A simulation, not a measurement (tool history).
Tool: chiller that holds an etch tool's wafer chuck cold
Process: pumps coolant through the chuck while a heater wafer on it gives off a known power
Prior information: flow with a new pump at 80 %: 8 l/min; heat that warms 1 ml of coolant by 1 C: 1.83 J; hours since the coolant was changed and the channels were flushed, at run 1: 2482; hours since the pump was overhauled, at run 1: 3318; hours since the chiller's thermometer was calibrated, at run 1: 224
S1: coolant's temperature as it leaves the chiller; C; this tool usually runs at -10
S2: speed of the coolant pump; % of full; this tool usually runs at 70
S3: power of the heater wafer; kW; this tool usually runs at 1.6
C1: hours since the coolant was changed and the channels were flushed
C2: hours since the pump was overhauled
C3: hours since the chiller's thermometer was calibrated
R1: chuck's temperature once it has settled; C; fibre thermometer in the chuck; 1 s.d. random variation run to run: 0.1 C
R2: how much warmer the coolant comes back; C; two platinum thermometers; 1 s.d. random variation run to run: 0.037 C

run	hour	S1	S2	S3	C1	C2	C3	R1	R2
1	0	-10	70	1.6	2482	3318	224	3.3	7.92
2	80.7	-10	70	1.6	2563	3398	304	3.1	7.96
3	170.6	-10	70	1.6	2653	3488	394	3.3	7.89
4	259.5	-10	70	1.6	2742	3577	483	3.5	8.08
5	334	-10	84	1.6	2816	3651	558	1.7	6.59
6	468.9	-10	70	1.6	2951	3786	693	3.4	8.01
7	557.2	-10	70	1.6	3040	3875	781	3.3	8.03
8	705.5	-10	70	1.6	3188	4023	929	3.4	8.05
9	795.7	-10	70	1.6	3278	4113	1019	3.3	8.05
10	909.9	-10	70	1.6	3392	4227	1134	3.5	8.08
11	978.5	-10	70	1.6	3461	4296	1202	3.6	8.07
12	1100.8	-10	70	0.983	3583	4418	1325	-1.9	5.05
13	1243.4	-12	70	1.6	3726	4561	1467	1.5	8.06
14	1322.9	-10	70	1.6	3805	4640	1547	3.7	8.12
15	1438.5	-10	70	1.6	3921	4756	1662	3.5	8.11
16	1569.1	-10	64	1.6	4052	4887	1793	4.5	8.93
17	1695.5	-10	64	1.6	4178	5013	1919	4.5	8.95
18	1847.6	-10	64	1.6	4330	5165	2071	4.6	8.95
19	1916.9	-6	92	1.04	4399	5234	2141	1.2	4.01
20	2074.6	-6	92	1.04	4557	5392	2298	1.2	4.04
21	2213.4	-10	78	1.6	4696	5531	2437	3	7.48
22	2315.6	-7	78	0.855	4798	5633	2539	-0.3	3.98
23	2448.8	-10	74	0.99	4931	5766	2673	-1.9	4.89
24	2574.8	-3	92	1.416	5057	5892	2799	7.2	5.59
25	2694.3	-16	70	1.6	5177	6012	2918	-2	8.35
26	2764.6	-11	70	1.329	5247	6082	2988	0.5	6.87
27	2836.4	-15	70	2.327	5319	6154	3060	5.6	12.2
28	2912.8	-10	84	1.878	5395	6230	3137	4.6	8.16
29	3056.9	-10	84	1.878	5539	6374	3281	4.7	8.21
30	3146	-13	67	1.6	5628	6463	3370	1.5	8.69

What if the next run were any one of these 5? Each begins from the tool's condition after run 30:
A	3213	-10	79	1.868	5695	6531	3437	?	?
B	3213	-13	86	1.6	5695	6531	3437	?	?
C	3213	-13	77	1.919	5695	6531	3437	?	?
D	3213	-20	63	1.6	5695	6531	3437	?	?
E	3213	-15	75	1.307	5695	6531	3437	?	?

run	R1	R2
A	5.3	8.6
B	-0.9	6.84
C	3	9.08
D	-4.7	9.36
E	-3.9	6.37
Stripped of hidden state, with their random variation kept, the same runs would have yielded:
run	R1	R2
A	3.2	7.67
B	-2.6	6.11
C	0.8	8.1
D	-6.8	8.36
E	-5.3	5.69
